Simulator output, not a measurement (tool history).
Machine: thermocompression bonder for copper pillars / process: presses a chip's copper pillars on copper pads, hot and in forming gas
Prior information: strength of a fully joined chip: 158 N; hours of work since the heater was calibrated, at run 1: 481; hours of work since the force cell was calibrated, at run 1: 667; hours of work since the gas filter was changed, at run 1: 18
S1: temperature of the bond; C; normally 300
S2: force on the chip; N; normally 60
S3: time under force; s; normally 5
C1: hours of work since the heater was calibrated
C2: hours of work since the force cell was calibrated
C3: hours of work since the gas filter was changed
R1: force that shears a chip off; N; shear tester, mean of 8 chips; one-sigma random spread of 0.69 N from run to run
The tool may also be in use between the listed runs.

run     day   S1  S2  S3   C1    C2   C3     R1
  1       0  300  60   5  481   667   18   62.2
  2   2.088  300  61   5  501   687   39   64.1
  3   4.029  300  61   5  520   706   58   61.6
  4   5.421  300  60   5  534   720   71   60.3
  5   7.538  300  60   5  555   741   92   60.6
  6   9.138  300  60   5  570   756  108   58.4
     11.262  -- heater calibrated with a thermocouple chip
  7  11.483  300  60   5    2   778  130   54.7
     11.742  -- forming gas filter changed
  8  13.975  300  60   5   26   803   22   59.1
  9  15.992  300  60   5   46   822   42   56.7
 10  18.512  300  60   3   71   847   66   47.3
     19.567  -- heater calibrated with a thermocouple chip, once more
 11  20.754  300  60   3   12   868   87   53.7
 12  22.692  300  60   5   31   887  106   64.6
 13  25.096  300  60   5   54   911  130   62.9
     25.275  -- forming gas filter changed
 14  27.167  300  60  10   74   931   19   85.4
 15  29.329  300  60  10   95   952   40   84.6
 16  31.271  300  60  10  114   971   59   84.4
 17  33.221  272  59   4  134   990   78   41.9
 18  34.921  318  65   4  150  1007   94   73.6
 19  37.288  320  78   5  173  1030  118   84.2
     38.646  -- forming gas filter changed
 20  38.671  320  78   5  187  1043    0   90.7
 21  39.888  274  52  15  199  1055   12   70.5
 22    41.4  300  84   4  213  1070   27   71.8
 23  43.717  306  90  11  236  1093   50  105.2
 24  46.017  298  57   5  259  1115   72   60.9
 25  47.767  298  43   5  276  1132   89   51.7
 26  49.462  328  66  11  292  1149  106  106.5
 27  51.171  292  60   8  309  1166  123     66
     51.983  -- forming gas filter changed
 28  53.646  285  60   4  333  1190   16   50.8
 29   54.85  321  60   6  345  1201   28   84.8
 30  56.046  321  60   6  357  1213   40   81.8
 31   57.35  321  60   6  369  1226   53   82.9

Run by run, hidden condition taken away, random variation retained:
The tool's hidden condition here consists of: true temperature of the bond over the reading, C; force that reaches the chip, % of what is set; oxide that the forming gas leaves, % of the face; drift of the gauge itself on shear_n, %.
run     R1
  1   66.9
  2     70
  3   68.3
  4   67.7
  5   69.1
  6   67.5
  7   67.6
  8   67.9
  9   66.3
 10   56.7
 11   55.8
 12   68.2
 13   67.6
 14     86
 15   86.5
 16   87.6
 17   44.2
 18   78.3
 19   91.3
 20   91.3
 21   72.2
 22   74.1
 23    110
 24   65.2
 25   56.2
 26  115.7
 27   73.7
 28   53.3
 29   88.6
 30   86.3
 31   88.2
